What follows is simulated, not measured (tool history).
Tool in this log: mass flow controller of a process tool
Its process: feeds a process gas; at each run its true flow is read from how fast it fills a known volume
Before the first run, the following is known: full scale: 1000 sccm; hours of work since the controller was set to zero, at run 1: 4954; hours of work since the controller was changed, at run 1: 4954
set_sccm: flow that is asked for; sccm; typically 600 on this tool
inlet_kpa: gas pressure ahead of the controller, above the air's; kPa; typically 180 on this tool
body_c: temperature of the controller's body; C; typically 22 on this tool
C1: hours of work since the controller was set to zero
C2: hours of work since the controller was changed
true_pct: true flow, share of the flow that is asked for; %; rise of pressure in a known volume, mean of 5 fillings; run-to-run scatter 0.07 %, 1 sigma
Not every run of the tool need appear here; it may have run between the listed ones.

run 1 hour=0.0 | set_sccm=600 inlet_kpa=180 body_c=22 | C1=4954 C2=4954 | true_pct=94.75
run 2 hour=118.5 | set_sccm=600 inlet_kpa=180 body_c=22 | C1=5034 C2=5034 | true_pct=94.80
run 3 hour=298.0 | set_sccm=600 inlet_kpa=149 body_c=22 | C1=5155 C2=5155 | true_pct=94.61
run 4 hour=471.2 | set_sccm=600 inlet_kpa=267 body_c=22 | C1=5272 C2=5272 | true_pct=94.84
run 5 hour=647.7 | set_sccm=600 inlet_kpa=267 body_c=22 | C1=5391 C2=5391 | true_pct=94.85
run 6 hour=828.8 | set_sccm=600 inlet_kpa=180 body_c=22 | C1=5514 C2=5514 | true_pct=94.41
run 7 hour=1018.5 | set_sccm=600 inlet_kpa=180 body_c=22 | C1=5642 C2=5642 | true_pct=94.32
run 8 hour=1220.6 | set_sccm=600 inlet_kpa=180 body_c=22 | C1=5779 C2=5779 | true_pct=94.29
run 9 hour=1419.7 | set_sccm=600 inlet_kpa=184 body_c=22 | C1=5913 C2=5913 | true_pct=94.02
run 10 hour=1617.9 | set_sccm=600 inlet_kpa=184 body_c=22 | C1=6047 C2=6047 | true_pct=93.89
run 11 hour=1717.2 | set_sccm=600 inlet_kpa=180 body_c=22 | C1=6114 C2=6114 | true_pct=93.85
run 12 hour=1832.9 | set_sccm=600 inlet_kpa=180 body_c=22 | C1=6192 C2=6192 | true_pct=93.87
run 13 hour=2030.9 | set_sccm=600 inlet_kpa=180 body_c=22 | C1=6326 C2=6326 | true_pct=93.65
run 14 hour=2155.4 | set_sccm=600 inlet_kpa=180 body_c=26 | C1=6410 C2=6410 | true_pct=94.11
run 15 hour=2245.2 | set_sccm=600 inlet_kpa=180 body_c=22 | C1=6471 C2=6471 | true_pct=93.54
run 16 hour=2378.8 | set_sccm=115 inlet_kpa=231 body_c=22 | C1=6561 C2=6561 | true_pct=85.49
run 17 hour=2549.1 | set_sccm=115 inlet_kpa=231 body_c=22 | C1=6676 C2=6676 | true_pct=85.25
run 18 hour=2679.0 | set_sccm=813 inlet_kpa=210 body_c=22 | C1=6764 C2=6764 | true_pct=94.22
run 19 hour=2855.2 | set_sccm=408 inlet_kpa=180 body_c=33 | C1=6883 C2=6883 | true_pct=93.50
run 20 hour=2988.5 | set_sccm=600 inlet_kpa=180 body_c=23 | C1=6973 C2=6973 | true_pct=93.20
run 21 hour=3147.0 | set_sccm=375 inlet_kpa=180 body_c=29 | C1=7080 C2=7080 | true_pct=92.69
run 22 hour=3243.8 | set_sccm=123 inlet_kpa=180 body_c=29 | C1=7146 C2=7146 | true_pct=85.49
-- hour=3347.2 controller exchanged for a calibrated one
run 23 hour=3367.4 | set_sccm=123 inlet_kpa=180 body_c=29 | C1=14 C2=14 | true_pct=100.01
run 24 hour=3452.1 | set_sccm=123 inlet_kpa=198 body_c=27 | C1=71 C2=71 | true_pct=99.57
run 25 hour=3658.2 | set_sccm=137 inlet_kpa=180 body_c=25 | C1=210 C2=210 | true_pct=99.22
run 26 hour=3775.3 | set_sccm=600 inlet_kpa=173 body_c=20 | C1=289 C2=289 | true_pct=99.01
run 27 hour=3891.6 | set_sccm=600 inlet_kpa=177 body_c=30 | C1=368 C2=368 | true_pct=100.07
run 28 hour=4082.1 | set_sccm=277 inlet_kpa=180 body_c=32 | C1=497 C2=497 | true_pct=99.70
run 29 hour=4245.5 | set_sccm=871 inlet_kpa=165 body_c=32 | C1=607 C2=607 | true_pct=100.26
run 30 hour=4409.9 | set_sccm=977 inlet_kpa=220 body_c=39 | C1=718 C2=718 | true_pct=101.24

Each row is a separate what-if for the run after 30, all from the same tool condition, not one after another. Results?
run A hour=4556.6 | set_sccm=475 inlet_kpa=249 body_c=33 | C1=817 C2=817 | true_pct=?
run B hour=4556.6 | set_sccm=600 inlet_kpa=257 body_c=27 | C1=817 C2=817 | true_pct=?
run C hour=4556.6 | set_sccm=446 inlet_kpa=148 body_c=24 | C1=817 C2=817 | true_pct=?

run=A true_pct=100.22
run=B true_pct=99.60
run=C true_pct=98.76
Without the tool's unlogged condition, the same runs would have read:
run=A true_pct=100.84
run=B true_pct=100.15
run=C true_pct=99.40
